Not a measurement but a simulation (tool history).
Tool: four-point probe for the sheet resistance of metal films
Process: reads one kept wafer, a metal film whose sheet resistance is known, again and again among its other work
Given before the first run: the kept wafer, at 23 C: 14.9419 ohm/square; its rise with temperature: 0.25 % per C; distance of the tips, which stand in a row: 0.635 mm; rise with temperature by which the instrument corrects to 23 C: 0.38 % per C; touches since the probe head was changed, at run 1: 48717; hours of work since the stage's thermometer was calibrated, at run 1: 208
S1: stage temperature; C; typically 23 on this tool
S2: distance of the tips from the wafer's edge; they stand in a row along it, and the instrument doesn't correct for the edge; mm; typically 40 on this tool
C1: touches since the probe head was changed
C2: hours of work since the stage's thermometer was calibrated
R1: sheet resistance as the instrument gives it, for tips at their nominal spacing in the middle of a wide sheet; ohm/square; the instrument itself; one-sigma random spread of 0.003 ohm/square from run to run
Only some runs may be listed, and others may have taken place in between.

| run | day | S1 | S2 | C1 | C2 | R1 |
|---|---|---|---|---|---|---|
| 1 | 0.000 | 23 | 40 | 48717 | 208 | 14.884792 |
| 2 | 0.592 | 23 | 40 | 49543 | 219 | 14.884357 |
| 3 | 1.042 | 23 | 4 | 50173 | 227 | 15.085355 |
| 4 | 1.512 | 23 | 4 | 50833 | 236 | 15.080943 |
| 5 | 2.054 | 23 | 13 | 51593 | 246 | 14.900647 |
| 6 | 2.692 | 23 | 41 | 52485 | 258 | 14.887289 |
| 7 | 3.071 | 23 | 41 | 53017 | 265 | 14.884180 |
| 8 | 3.675 | 19 | 40 | 53862 | 276 | 14.956618 |
| 9 | 4.200 | 19 | 40 | 54603 | 286 | 14.956134 |
| 10 | 4.496 | 19 | 40 | 55017 | 292 | 14.949359 |
| 11 | 5.104 | 23 | 4 | 55867 | 303 | 15.075326 |
| 12 | 5.450 | 20 | 10 | 56350 | 310 | 14.968005 |
| 13 | 5.838 | 19 | 8 | 56893 | 317 | 14.999518 |
| 14 | 6.458 | 19 | 4 | 57764 | 328 | 15.155134 |
| 15 | 6.804 | 23 | 4 | 58247 | 335 | 15.074269 |
| 16 | 7.108 | 27 | 19 | 58673 | 341 | 14.800512 |

Run 17 has not been measured yet. What should we expect?
| 17 | 7.608 | 22 | 19 | 59377 | 350 | ? |

{"run 17": {"R1": 14.904181}}
The same run, on a tool lacking any hidden state, would have yielded R1 14.974525 ohm/square.
